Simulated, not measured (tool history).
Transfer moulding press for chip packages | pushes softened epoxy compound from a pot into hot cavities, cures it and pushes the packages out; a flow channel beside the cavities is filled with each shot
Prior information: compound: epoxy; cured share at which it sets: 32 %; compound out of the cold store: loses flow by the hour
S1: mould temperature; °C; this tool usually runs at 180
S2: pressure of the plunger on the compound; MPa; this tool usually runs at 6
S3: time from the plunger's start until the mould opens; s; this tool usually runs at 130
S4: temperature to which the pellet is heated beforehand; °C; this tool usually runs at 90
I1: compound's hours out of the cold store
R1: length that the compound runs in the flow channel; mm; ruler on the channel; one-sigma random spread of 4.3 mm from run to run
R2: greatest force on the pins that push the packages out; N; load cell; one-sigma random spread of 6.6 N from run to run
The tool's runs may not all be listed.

run,hour,S1,S2,S3,S4,I1,R1,R2
1,0,180,6,130,90,46.1,653,384
2,44.6,180,6,126,90,45.4,647,491
# hour 60.5: cavities cleaned with cleaning compound and waxed
3,68.8,180,6,126,90,45.3,632,604
4,90.7,180,6,126,90,36,668,605
# hour 138.4: mould's thermocouples calibrated
5,141.1,180,6,126,90,46.4,630,561
# hour 165.7: cavities cleaned with cleaning compound and waxed
6,175.9,180,6,126,90,40.6,641,291
7,207.2,180,6,126,90,37,649,391
# hour 231.2: cavities cleaned with cleaning compound and waxed, once more
8,232.3,179,6,130,90,15.7,709,274
9,255.9,181,6,130,90,19.3,696,337
10,297.8,181,6,130,90,16,706,403
# hour 310: plunger's sealing rings changed
# hour 338.3: cavities cleaned with cleaning compound and waxed
11,342.8,180,6,130,90,28.1,723,288
12,366.9,180,6,130,90,10.1,784,361
13,397.6,180,6,130,90,40.2,672,415
14,424.5,180,6,130,90,31.1,706,464
# hour 441: cavities cleaned with cleaning compound and waxed
15,469.8,186,5.11,130,90,41.1,605,336
16,490.9,185,5.5,129,86,28.5,663,376
17,526.4,182,6,130,92,16.7,729,442
# hour 543.7: cavities cleaned with cleaning compound and waxed
18,550.2,173,4.94,130,97,11.7,696,406
19,594.8,173,4.94,130,97,41.9,595,517
20,638.9,180,6.63,129,82,41.2,671,484
# hour 645.7: cavities cleaned with cleaning compound and waxed
21,674.7,180,5.78,110,99,9.6,724,445
22,717.7,183,5.78,152,87,47.9,591,400
# hour 747.9: cavities cleaned with cleaning compound and waxed
23,747.9,180,6,165,90,13.8,711,240
24,770,177,6,148,90,15.2,704,333
# hour 791.2: plunger's sealing rings changed
25,820.7,188,6,116,90,9.9,775,384
# hour 854.6: cavities cleaned with cleaning compound and waxed
26,861,183,6.53,120,90,41.2,700,274
27,891.3,180,6,130,88,17.1,764,376

Branching from run 27: 5 alternative next runs. What would each branch give?
A,928.1,180,5.49,130,88,46.9,?,?
B,928.1,183,6,130,88,45.7,?,?
C,928.1,177,6,133,88,12.1,?,?
D,928.1,175,7.43,130,94,21.1,?,?
E,928.1,185,5.67,130,90,12.6,?,?

run,R1,R2
A,622,440
B,655,414
C,769,479
D,838,558
E,739,397
With no hidden state in the tool, these same runs would have given:
run,R1,R2
A,637,260
B,670,244
C,787,272
D,857,319
E,757,234
